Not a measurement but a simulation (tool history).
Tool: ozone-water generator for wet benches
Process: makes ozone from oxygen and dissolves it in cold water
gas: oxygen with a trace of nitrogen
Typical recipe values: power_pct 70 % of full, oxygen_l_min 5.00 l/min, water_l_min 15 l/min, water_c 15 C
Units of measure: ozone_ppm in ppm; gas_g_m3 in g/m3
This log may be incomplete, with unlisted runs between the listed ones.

run,hour,power_pct,oxygen_l_min,water_l_min,water_c,ozone_ppm,gas_g_m3
1,0.0,70,5.00,15,15,32.9,227.4
2,36.6,70,5.00,15,15,33.2,226.4
3,99.8,70,5.00,15,15,33.0,228.1
# hour 115.4: contactor cleaned
4,167.2,70,5.00,15,15,32.9,227.5
5,229.0,70,5.00,15,15,33.2,226.0
6,286.6,68,5.00,15,15,32.4,224.5
7,339.0,59,5.00,15,15,28.8,201.7
8,385.8,59,5.00,15,15,28.6,198.1
9,451.3,70,5.00,15,15,32.4,231.0
10,494.8,70,5.05,15,15,33.0,229.0
11,540.3,70,5.05,15,15,32.6,230.1
12,601.5,70,5.05,15,15,33.4,230.4
13,639.6,70,5.05,15,15,33.1,229.4
14,666.8,70,5.00,15,15,33.5,232.0
15,733.2,70,5.00,15,15,33.3,228.3
16,764.5,70,5.00,15,15,33.0,230.9
17,829.5,70,5.00,15,15,33.3,232.0
18,864.8,70,5.13,9,14,44.7,228.1
19,929.6,48,5.00,10,15,30.8,169.7
20,968.4,50,5.00,13,15,27.7,176.6
21,1025.5,50,5.00,13,15,27.7,177.1
# hour 1049.9: gauge calibrated
22,1064.7,50,5.00,13,15,28.0,173.2
23,1110.9,43,2.93,19,15,18.7,208.2

What will run 24 give?
24,1141.0,90,5.00,15,9,?,?

ozone_ppm: 44.1 ppm
gas_g_m3: 278.9 g/m3
Without the tool's hidden state the same run would have given ozone_ppm 44.2 ppm, gas_g_m3 278.8 g/m3.
